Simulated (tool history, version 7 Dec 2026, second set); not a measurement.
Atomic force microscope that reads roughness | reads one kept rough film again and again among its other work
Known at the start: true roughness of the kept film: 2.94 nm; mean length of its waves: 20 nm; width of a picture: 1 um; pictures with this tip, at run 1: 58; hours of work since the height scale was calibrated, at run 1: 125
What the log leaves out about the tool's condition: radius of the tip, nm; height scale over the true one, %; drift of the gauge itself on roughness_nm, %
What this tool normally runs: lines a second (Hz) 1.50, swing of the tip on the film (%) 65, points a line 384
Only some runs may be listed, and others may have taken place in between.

run,day,lines a second (Hz),swing of the tip on the film (%),points a line,pictures with this tip,hours of work since the height scale was calibrated,roughness of the kept film (nm (root mean square))
1,0.000,1.50,65,384,58,125,1.843
# day 0.262: new tip fitted
2,1.858,1.50,65,384,57,157,1.841
# day 2.121: new tip fitted
3,3.179,1.50,65,384,38,179,1.979
# day 4.021: new tip fitted
4,4.133,1.50,70,384,4,196,2.288
5,5.575,1.50,65,384,56,221,1.899
# day 5.946: new tip fitted
6,7.396,2.80,65,384,52,252,1.774
# day 7.783: new tip fitted
7,8.371,1.50,65,384,21,268,2.073
# day 9.725: new tip fitted
8,9.958,1.50,65,384,8,296,2.246
9,11.121,2.20,65,384,50,316,1.848
# day 11.633: new tip fitted
10,12.012,2.20,65,384,13,331,2.132
11,12.962,1.50,71,384,48,348,1.852
# day 13.588: new tip fitted
12,14.608,1.50,71,384,36,376,1.963
# day 15.475: new tip fitted
13,16.267,1.50,71,384,29,404,2.049
# day 17.383: new tip fitted
14,17.458,1.50,71,384,3,425,2.250
15,18.975,1.50,65,384,58,451,1.869
# day 19.208: new tip fitted
16,20.062,1.50,65,384,31,470,2.066
# day 21.100: new tip fitted
17,21.100,1.06,65,384,0,487,2.412
18,22.433,1.06,65,384,48,510,1.928
# day 23.050: new tip fitted
19,23.379,1.06,65,384,12,526,2.269
20,24.679,1.50,65,562,59,549,1.815
# day 24.962: new tip fitted
21,26.158,1.50,78,384,43,574,1.824
# day 26.858: new tip fitted
22,27.221,1.65,78,384,13,592,2.069
# day 28.829: new tip fitted
23,29.008,2.36,84,384,7,623,1.846
24,30.425,2.36,84,915,58,648,1.525
# day 30.742: new tip fitted
25,31.725,1.50,63,384,36,670,1.989
# day 32.633: new tip fitted
26,33.200,0.65,65,384,20,695,2.267
27,34.238,3.97,68,546,58,713,1.685
# day 34.488: new tip fitted
28,36.004,0.97,68,881,55,744,1.936
# day 36.342: new tip fitted
29,36.846,0.51,79,759,18,758,2.215
# day 38.162: new tip fitted
30,38.571,1.02,79,341,15,788,2.137
31,39.433,1.02,79,341,46,803,1.867
# day 40.062: new tip fitted
32,40.912,1.02,79,341,31,828,1.985
# day 41.917: new tip fitted
33,41.917,1.52,75,623,0,845,2.285
34,43.258,1.78,65,551,49,868,1.860
# day 43.867: new tip fitted
35,44.454,1.83,79,369,21,889,1.958

5 ways to go on from here, each from the tool as it stands after run 35. What would each give?
# day 45.729: new tip fitted
A,46.142,2.70,70,369,14,918,?
# day 45.729: new tip fitted
B,46.142,1.50,88,384,14,918,?
# day 45.729: new tip fitted
C,46.142,1.83,85,405,14,918,?
# day 45.729: new tip fitted
D,46.142,1.45,65,838,14,918,?
# day 45.729: new tip fitted
E,46.142,0.82,59,516,14,918,?

run,roughness of the kept film (nm (root mean square))
A,2.008
B,1.922
C,1.892
D,2.234
E,2.302
What these runs would have given with no unlogged condition in the tool:
run,roughness of the kept film (nm (root mean square))
A,2.152
B,2.060
C,2.027
D,2.394
E,2.467
